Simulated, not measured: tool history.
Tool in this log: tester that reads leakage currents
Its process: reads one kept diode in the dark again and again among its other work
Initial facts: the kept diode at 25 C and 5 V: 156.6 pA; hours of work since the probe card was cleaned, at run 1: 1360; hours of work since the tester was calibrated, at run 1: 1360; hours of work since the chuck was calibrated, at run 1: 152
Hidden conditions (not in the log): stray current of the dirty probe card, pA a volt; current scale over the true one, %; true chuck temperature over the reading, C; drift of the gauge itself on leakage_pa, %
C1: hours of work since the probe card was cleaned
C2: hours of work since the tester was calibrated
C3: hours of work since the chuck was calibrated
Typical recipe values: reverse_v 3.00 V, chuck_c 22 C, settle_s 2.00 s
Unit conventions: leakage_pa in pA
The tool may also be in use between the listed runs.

{"run": 1, "hour": 0.0, "reverse_v": 3.0, "chuck_c": 22, "settle_s": 2.0, "C1": 1360, "C2": 1360, "C3": 152, "leakage_pa": 97.76}
{"run": 2, "hour": 64.3, "reverse_v": 3.0, "chuck_c": 22, "settle_s": 2.0, "C1": 1402, "C2": 1402, "C3": 193, "leakage_pa": 98.2}
{"run": 3, "hour": 157.8, "reverse_v": 3.0, "chuck_c": 22, "settle_s": 2.0, "C1": 1463, "C2": 1463, "C3": 254, "leakage_pa": 97.43}
{"run": 4, "hour": 237.5, "reverse_v": 3.0, "chuck_c": 22, "settle_s": 2.0, "C1": 1515, "C2": 1515, "C3": 306, "leakage_pa": 98.0}
{"run": 5, "hour": 333.2, "reverse_v": 3.0, "chuck_c": 22, "settle_s": 1.68, "C1": 1577, "C2": 1577, "C3": 369, "leakage_pa": 97.3}
{"run": 6, "hour": 391.3, "reverse_v": 3.0, "chuck_c": 22, "settle_s": 1.68, "C1": 1615, "C2": 1615, "C3": 407, "leakage_pa": 97.95}
{"run": 7, "hour": 451.4, "reverse_v": 3.0, "chuck_c": 22, "settle_s": 1.68, "C1": 1654, "C2": 1654, "C3": 446, "leakage_pa": 97.78}
{"run": 8, "hour": 502.3, "reverse_v": 3.0, "chuck_c": 22, "settle_s": 2.0, "C1": 1687, "C2": 1687, "C3": 479, "leakage_pa": 97.19}
{"run": 9, "hour": 577.7, "reverse_v": 3.0, "chuck_c": 52, "settle_s": 2.0, "C1": 1736, "C2": 1736, "C3": 528, "leakage_pa": 1166.82}
{"run": 10, "hour": 621.6, "reverse_v": 3.0, "chuck_c": 22, "settle_s": 2.0, "C1": 1765, "C2": 1765, "C3": 557, "leakage_pa": 97.65}
{"run": 11, "hour": 725.0, "reverse_v": 3.0, "chuck_c": 22, "settle_s": 0.43, "C1": 1832, "C2": 1832, "C3": 624, "leakage_pa": 98.51}
{"run": 12, "hour": 782.9, "reverse_v": 11.08, "chuck_c": 25, "settle_s": 0.49, "C1": 1870, "C2": 1870, "C3": 662, "leakage_pa": 220.2}
{"run": 13, "hour": 869.8, "reverse_v": 11.08, "chuck_c": 25, "settle_s": 0.49, "C1": 1927, "C2": 1927, "C3": 718, "leakage_pa": 220.9}
{"run": 14, "hour": 963.8, "reverse_v": 2.24, "chuck_c": 35, "settle_s": 1.12, "C1": 1988, "C2": 1988, "C3": 780, "leakage_pa": 268.4}
{"run": 15, "hour": 1030.2, "reverse_v": 1.5, "chuck_c": 22, "settle_s": 4.01, "C1": 2031, "C2": 2031, "C3": 823, "leakage_pa": 73.62}
{"run": 16, "hour": 1133.1, "reverse_v": 11.76, "chuck_c": 22, "settle_s": 0.54, "C1": 2098, "C2": 2098, "C3": 890, "leakage_pa": 173.68}
{"run": 17, "hour": 1228.7, "reverse_v": 3.32, "chuck_c": 31, "settle_s": 0.54, "C1": 2161, "C2": 2161, "C3": 952, "leakage_pa": 227.66}
{"run": 18, "hour": 1306.1, "reverse_v": 3.0, "chuck_c": 54, "settle_s": 1.82, "C1": 2211, "C2": 2211, "C3": 1003, "leakage_pa": 1353.59}
{"run": 19, "hour": 1359.8, "reverse_v": 9.82, "chuck_c": 27, "settle_s": 8.38, "C1": 2246, "C2": 2246, "C3": 1038, "leakage_pa": 244.89}
{"run": 20, "hour": 1442.3, "reverse_v": 13.97, "chuck_c": 51, "settle_s": 0.85, "C1": 2300, "C2": 2300, "C3": 1092, "leakage_pa": 2011.08}
{"run": 21, "hour": 1503.6, "reverse_v": 1.87, "chuck_c": 57, "settle_s": 6.75, "C1": 2340, "C2": 2340, "C3": 1131, "leakage_pa": 1391.58}
{"run": 22, "hour": 1556.2, "reverse_v": 3.0, "chuck_c": 42, "settle_s": 2.0, "C1": 2374, "C2": 2374, "C3": 1166, "leakage_pa": 540.15}

5 options for the next run, each taken on its own from the tool as it stands now. Forecast them:
{"run": "A", "hour": 1600.4, "reverse_v": 17.01, "chuck_c": 31, "settle_s": 0.31, "C1": 2403, "C2": 2403, "C3": 1195, "leakage_pa": "?"}
{"run": "B", "hour": 1600.4, "reverse_v": 1.92, "chuck_c": 26, "settle_s": 0.49, "C1": 2403, "C2": 2403, "C3": 1195, "leakage_pa": "?"}
{"run": "C", "hour": 1600.4, "reverse_v": 4.63, "chuck_c": 22, "settle_s": 1.67, "C1": 2403, "C2": 2403, "C3": 1195, "leakage_pa": "?"}
{"run": "D", "hour": 1600.4, "reverse_v": 3.25, "chuck_c": 46, "settle_s": 2.2, "C1": 2403, "C2": 2403, "C3": 1195, "leakage_pa": "?"}
{"run": "E", "hour": 1600.4, "reverse_v": 2.96, "chuck_c": 22, "settle_s": 0.57, "C1": 2403, "C2": 2403, "C3": 1195, "leakage_pa": "?"}

run=A leakage_pa=445.96
run=B leakage_pa=117.25
run=C leakage_pa=116.05
run=D leakage_pa=761.49
run=E leakage_pa=98.15
Had the tool no hidden state, the same runs would have come out as:
run=A leakage_pa=446.09
run=B leakage_pa=117.31
run=C leakage_pa=116.09
run=D leakage_pa=761.94
run=E leakage_pa=98.19
